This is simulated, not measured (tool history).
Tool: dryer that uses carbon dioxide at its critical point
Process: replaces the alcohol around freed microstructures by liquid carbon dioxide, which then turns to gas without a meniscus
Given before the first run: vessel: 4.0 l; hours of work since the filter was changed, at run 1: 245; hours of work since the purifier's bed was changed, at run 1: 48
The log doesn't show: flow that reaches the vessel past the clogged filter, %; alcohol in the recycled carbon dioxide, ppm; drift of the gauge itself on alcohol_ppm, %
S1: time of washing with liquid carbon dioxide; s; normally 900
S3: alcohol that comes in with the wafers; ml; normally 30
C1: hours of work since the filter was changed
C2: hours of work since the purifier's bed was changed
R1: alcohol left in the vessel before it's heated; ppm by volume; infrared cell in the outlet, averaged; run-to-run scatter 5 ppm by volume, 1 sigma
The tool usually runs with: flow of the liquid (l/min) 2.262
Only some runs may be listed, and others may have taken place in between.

Run 1, hour 0: usual settings; C1 245; C2 48. Result: R1 26 ppm by volume.
Run 2, hour 4.8: usual settings but S3 63 ml; C1 248; C2 50. Result: R1 65 ppm by volume.
Run 3, hour 12.2: usual settings but S1 780 s; C1 251; C2 53. Result: R1 63 ppm by volume.
Run 4, hour 19.8: usual settings but S1 780 s; C1 254; C2 56. Result: R1 71 ppm by volume.
Run 5, hour 24.6: usual settings but S1 780 s; C1 256; C2 58. Result: R1 74 ppm by volume.
Run 6, hour 34.6: usual settings but S1 780 s; C1 260; C2 62. Result: R1 67 ppm by volume.
Run 7, hour 40.2: usual settings but flow of the liquid (l/min) 2.56; C1 263; C2 65. Result: R1 37 ppm by volume.
Run 8, hour 48.3: usual settings but flow of the liquid (l/min) 2.56; C1 266; C2 68. Result: R1 36 ppm by volume.
Run 9, hour 53.1: usual settings; C1 268; C2 70. Result: R1 41 ppm by volume.
Run 10, hour 59.9: usual settings; C1 271; C2 73. Result: R1 57 ppm by volume.
Run 11, hour 69.1: usual settings; C1 275; C2 77. Result: R1 44 ppm by volume.
Run 12, hour 77.7: usual settings; C1 279; C2 81. Result: R1 47 ppm by volume.
Run 13, hour 84.4: usual settings but S1 840 s, flow of the liquid (l/min) 2.04; C1 282; C2 84. Result: R1 77 ppm by volume.
Run 14, hour 92.5: usual settings but S3 112 ml; C1 285; C2 87. Result: R1 102 ppm by volume.
Run 15, hour 100.8: usual settings but S3 112 ml; C1 289; C2 91. Result: R1 113 ppm by volume.
Run 16, hour 106.7: usual settings but S1 1440 s, flow of the liquid (l/min) 1.46, S3 22 ml; C1 291; C2 93. Result: R1 50 ppm by volume.
Run 17, hour 112.2: usual settings but S1 1440 s, flow of the liquid (l/min) 1.46, S3 22 ml; C1 294; C2 96. Result: R1 52 ppm by volume.
Run 18, hour 118.9: usual settings but flow of the liquid (l/min) 1.66, S3 106 ml; C1 297; C2 99. Result: R1 377 ppm by volume.
Run 19, hour 125.4: usual settings but S1 720 s, flow of the liquid (l/min) 2.17, S3 68 ml; C1 299; C2 102. Result: R1 215 ppm by volume.
Run 20, hour 130.5: usual settings but S1 1020 s, flow of the liquid (l/min) 2.04, S3 68 ml; C1 302; C2 104. Result: R1 82 ppm by volume.
Run 21, hour 137.4: usual settings but S1 660 s, S3 113 ml; C1 305; C2 107. Result: R1 404 ppm by volume.
Run 22, hour 143.2: usual settings but S1 660 s, S3 70 ml; C1 307; C2 109. Result: R1 251 ppm by volume.
Run 23, hour 153.6: usual settings but S1 540 s, flow of the liquid (l/min) 2.82, S3 23 ml; C1 311; C2 114. Result: R1 107 ppm by volume.

Forecast each of these 5 alternatives for the next run:
Run A, hour 161.5: usual settings but S1 1380 s, flow of the liquid (l/min) 1.83, S3 22 ml; C1 315; C2 117. Result: R1 ?.
Run B, hour 161.5: usual settings but flow of the liquid (l/min) 2.88; C1 315; C2 117. Result: R1 ?.
Run C, hour 161.5: usual settings but S1 780 s, flow of the liquid (l/min) 2.82, S3 23 ml; C1 315; C2 117. Result: R1 ?.
Run D, hour 161.5: usual settings but S1 1260 s, flow of the liquid (l/min) 2.82, S3 31 ml; C1 315; C2 117. Result: R1 ?.
Run E, hour 161.5: usual settings but S1 540 s, flow of the liquid (l/min) 2.34, S3 39 ml; C1 315; C2 117. Result: R1 ?.

run   R1
  A   40
  B   54
  C   48
  D   52
  E  280
Stripped of hidden state, with their random variation kept, the same runs would have yielded:
run   R1
  A    1
  B   15
  C    7
  D   15
  E  180
